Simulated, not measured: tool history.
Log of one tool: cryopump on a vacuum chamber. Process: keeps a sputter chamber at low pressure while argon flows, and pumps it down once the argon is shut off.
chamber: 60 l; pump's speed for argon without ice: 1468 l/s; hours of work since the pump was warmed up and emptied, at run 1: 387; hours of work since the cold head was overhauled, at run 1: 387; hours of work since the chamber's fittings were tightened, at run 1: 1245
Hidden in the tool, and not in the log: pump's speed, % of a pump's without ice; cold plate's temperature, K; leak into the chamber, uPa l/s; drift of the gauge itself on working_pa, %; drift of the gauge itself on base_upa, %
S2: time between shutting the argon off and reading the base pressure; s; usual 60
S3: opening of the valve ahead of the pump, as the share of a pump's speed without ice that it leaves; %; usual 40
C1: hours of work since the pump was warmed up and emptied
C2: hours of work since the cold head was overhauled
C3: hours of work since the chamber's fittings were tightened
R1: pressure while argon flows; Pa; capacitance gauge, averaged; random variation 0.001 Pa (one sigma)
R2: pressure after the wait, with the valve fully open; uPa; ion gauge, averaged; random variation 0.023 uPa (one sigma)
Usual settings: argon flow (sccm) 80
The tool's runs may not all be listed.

run 1 hour=0 | argon_flow_(sccm)=80 S2=60 S3=40 | C1=387 C2=387 C3=1245 | R1=0.2516 R2=1.33
run 2 hour=7.4 | argon_flow_(sccm)=80 S2=60 S3=18 | C1=392 C2=392 C3=1250 | R1=0.5344 R2=1.33
run 3 hour=23.8 | argon_flow_(sccm)=80 S2=60 S3=40 | C1=402 C2=402 C3=1260 | R1=0.254 R2=1.32
run 4 hour=38.2 | argon_flow_(sccm)=80 S2=60 S3=40 | C1=411 C2=411 C3=1269 | R1=0.2554 R2=1.35
run 5 hour=53 | argon_flow_(sccm)=80 S2=60 S3=40 | C1=420 C2=420 C3=1279 | R1=0.2554 R2=1.33
run 6 hour=60.2 | argon_flow_(sccm)=80 S2=60 S3=40 | C1=425 C2=425 C3=1283 | R1=0.2531 R2=1.38
run 7 hour=75.3 | argon_flow_(sccm)=80 S2=70 S3=40 | C1=434 C2=434 C3=1293 | R1=0.2548 R2=1.26
run 8 hour=89.4 | argon_flow_(sccm)=80 S2=70 S3=40 | C1=443 C2=443 C3=1302 | R1=0.257 R2=1.28
run 9 hour=97.1 | argon_flow_(sccm)=80 S2=70 S3=24 | C1=448 C2=448 C3=1307 | R1=0.4104 R2=1.28
run 10 hour=106.1 | argon_flow_(sccm)=80 S2=70 S3=24 | C1=454 C2=454 C3=1312 | R1=0.4102 R2=1.26
run 11 hour=113.4 | argon_flow_(sccm)=91 S2=60 S3=40 | C1=459 C2=459 C3=1317 | R1=0.2926 R2=1.41
run 12 hour=126.9 | argon_flow_(sccm)=80 S2=60 S3=40 | C1=467 C2=467 C3=1325 | R1=0.2577 R2=1.38
run 13 hour=134.3 | argon_flow_(sccm)=80 S2=296 S3=40 | C1=472 C2=472 C3=1330 | R1=0.2599 R2=0.92
run 14 hour=147.9 | argon_flow_(sccm)=80 S2=296 S3=40 | C1=480 C2=480 C3=1339 | R1=0.2601 R2=0.92
run 15 hour=158.5 | argon_flow_(sccm)=80 S2=60 S3=40 | C1=487 C2=487 C3=1345 | R1=0.2592 R2=1.44
run 16 hour=173.5 | argon_flow_(sccm)=80 S2=27 S3=40 | C1=496 C2=496 C3=1355 | R1=0.2597 R2=2.17
run 17 hour=183.4 | argon_flow_(sccm)=80 S2=27 S3=40 | C1=503 C2=503 C3=1361 | R1=0.2596 R2=2.15
run 18 hour=196.3 | argon_flow_(sccm)=107 S2=60 S3=19 | C1=511 C2=511 C3=1369 | R1=0.6882 R2=1.43
run 19 hour=206 | argon_flow_(sccm)=67 S2=60 S3=40 | C1=517 C2=517 C3=1375 | R1=0.2189 R2=1.39
run 20 hour=216.6 | argon_flow_(sccm)=46 S2=188 S3=17 | C1=524 C2=524 C3=1382 | R1=0.3303 R2=1.04
-- hour=232.6 pump warmed up, emptied and cooled again
run 21 hour=232.9 | argon_flow_(sccm)=71 S2=188 S3=16 | C1=0 C2=531 C3=1389 | R1=0.5122 R2=0.8
run 22 hour=248.9 | argon_flow_(sccm)=70 S2=98 S3=26 | C1=10 C2=541 C3=1399 | R1=0.3099 R2=1.01
run 23 hour=263.7 | argon_flow_(sccm)=66 S2=98 S3=26 | C1=20 C2=550 C3=1409 | R1=0.2942 R2=1.04
run 24 hour=274.5 | argon_flow_(sccm)=66 S2=98 S3=26 | C1=26 C2=557 C3=1415 | R1=0.2931 R2=1.01
run 25 hour=287.7 | argon_flow_(sccm)=80 S2=101 S3=28 | C1=35 C2=565 C3=1424 | R1=0.3308 R2=1
run 26 hour=298.8 | argon_flow_(sccm)=58 S2=60 S3=56 | C1=42 C2=572 C3=1431 | R1=0.1223 R2=1.25
run 27 hour=306.7 | argon_flow_(sccm)=58 S2=60 S3=56 | C1=47 C2=577 C3=1436 | R1=0.1214 R2=1.19
run 28 hour=320.3 | argon_flow_(sccm)=53 S2=60 S3=56 | C1=55 C2=586 C3=1444 | R1=0.1125 R2=1.24
run 29 hour=331.2 | argon_flow_(sccm)=137 S2=68 S3=15 | C1=62 C2=593 C3=1451 | R1=1.0636 R2=1.17
run 30 hour=339.1 | argon_flow_(sccm)=86 S2=38 S3=46 | C1=67 C2=598 C3=1456 | R1=0.2204 R2=1.56
run 31 hour=354.4 | argon_flow_(sccm)=99 S2=295 S3=57 | C1=77 C2=607 C3=1466 | R1=0.2053 R2=0.84
run 32 hour=365.4 | argon_flow_(sccm)=80 S2=152 S3=40 | C1=84 C2=614 C3=1473 | R1=0.2353 R2=0.88
run 33 hour=379.6 | argon_flow_(sccm)=134 S2=152 S3=56 | C1=93 C2=623 C3=1482 | R1=0.286 R2=0.98
run 34 hour=386.8 | argon_flow_(sccm)=134 S2=152 S3=56 | C1=97 C2=628 C3=1486 | R1=0.2851 R2=0.92

3 ways to go on from here, each from the tool as it stands after run 34. What would each give?
run A hour=402.6 | argon_flow_(sccm)=142 S2=152 S3=17 | C1=107 C2=638 C3=1496 | R1=? R2=?
run B hour=402.6 | argon_flow_(sccm)=39 S2=32 S3=48 | C1=107 C2=638 C3=1496 | R1=? R2=?
run C hour=402.6 | argon_flow_(sccm)=90 S2=152 S3=56 | C1=107 C2=638 C3=1496 | R1=? R2=?

run=A R1=0.9734 R2=0.93
run=B R1=0.0972 R2=1.93
run=C R1=0.1932 R2=0.98
Without the tool's hidden state the same runs would have given:
run=A R1=0.9619 R2=0.43
run=B R1=0.0941 R2=1.4
run=C R1=0.1859 R2=0.47
